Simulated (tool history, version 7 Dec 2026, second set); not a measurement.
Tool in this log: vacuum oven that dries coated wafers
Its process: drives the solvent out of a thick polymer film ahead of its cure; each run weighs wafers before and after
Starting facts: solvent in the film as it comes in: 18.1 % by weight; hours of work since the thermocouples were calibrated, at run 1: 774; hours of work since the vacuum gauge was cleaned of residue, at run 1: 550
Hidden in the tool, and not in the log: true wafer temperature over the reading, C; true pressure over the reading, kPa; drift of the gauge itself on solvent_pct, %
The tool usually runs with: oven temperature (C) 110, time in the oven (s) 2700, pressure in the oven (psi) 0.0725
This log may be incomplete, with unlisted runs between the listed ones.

run    hour  oven temperature (C)  time in the oven (s)  pressure in the oven (psi)  hours of work since the thermocouples were calibrated  hours of work since the vacuum gauge was cleaned of residue  solvent left in the film (%)
  1       0                   110                  2700                      0.0725                                                    774                                                          550                          4.04
  2    32.9                   110                  2700                      0.0725                                                    789                                                          565                          4.11
  3    86.2                   110                  2700                      0.0898                                                    812                                                          589                          4.16
      160.3  -- oven's thermocouples calibrated
  4   160.3                   110                  2700                      0.0898                                                      0                                                          620                          3.89
  5   199.4                   110                  4620                      0.0725                                                     17                                                          638                          1.84
  6   258.5                   110                  4620                      0.0725                                                     43                                                          664                          1.66
  7   304.6                   122                  4620                      0.0725                                                     64                                                          684                          0.46
  8   364.8                   110                  2700                      0.1278                                                     90                                                          711                          4.19
  9   434.6                   110                  2700                      0.1278                                                    121                                                          742                          4.16
 10   485.9                   110                  2700                      0.1278                                                    144                                                          764                          4.11
 11     525                   110                  2700                      0.1278                                                    161                                                          782                          4.21
 12   556.7                   110                  4860                      0.0725                                                    175                                                          796                          1.64
 13   605.4                   110                  3060                      0.0725                                                    197                                                          817                          3.35
 14   641.9                   110                  1500                      0.0725                                                    213                                                          833                          7.06
 15   712.5                   110                  1500                      0.0725                                                    244                                                          865                          6.97
 16   771.4                   110                  1500                      0.0725                                                    270                                                          891                          6.89
 17   811.6                   125                  3480                      0.2225                                                    288                                                          909                          1.18
 18   862.7                   125                  2340                      0.2225                                                    311                                                          931                           1.8
 19   901.6                   125                  2340                      0.2225                                                    328                                                          948                          1.75
 20     968                   110                  2340                      0.0553                                                    357                                                          978                          4.55
 21  1035.9                   122                  2700                      0.1453                                                    387                                                         1008                          1.57
 22  1100.3                   112                  3840                      0.0616                                                    416                                                         1036                          1.99
 23  1139.7                   107                  2700                      0.1594                                                    433                                                         1054                          5.36
 24  1195.2                   112                  3960                      0.0725                                                    458                                                         1078                          1.93
 25  1231.9                    96                  2880                       0.201                                                    474                                                         1094                           8.9
 26  1289.3                   109                  4500                      0.1585                                                    499                                                         1120                          2.75
 27  1321.7                   115                  4380                      0.0525                                                    514                                                         1134                          1.15
 28  1364.6                   115                  4380                      0.0525                                                    533                                                         1153                          1.14
 29  1439.1                   115                  4380                      0.1617                                                    566                                                         1186                          1.72
 30  1471.1                    97                  2700                        0.14                                                    580                                                         1200                          8.54
 31    1534                   118                  3420                      0.0474                                                    608                                                         1228                          1.19

Here are 4 independent what-if runs from the current tool condition. What would each one return?
  A  1607.8                   102                  1320                      0.1537                                                    640                                                         1261                             ?
  B  1607.8                   110                  3420                      0.0525                                                    640                                                         1261                             ?
  C  1607.8                   101                  2700                      0.0725                                                    640                                                         1261                             ?
  D  1607.8                    98                  4080                      0.0909                                                    640                                                         1261                             ?

run  solvent left in the film (%)
  A                         10.38
  B                          2.97
  C                          6.89
  D                           6.1
The same runs, with their run-to-run variation unchanged, on a tool lacking any hidden condition would have given:
run  solvent left in the film (%)
  A                         10.03
  B                          2.57
  C                          6.43
  D                          5.56
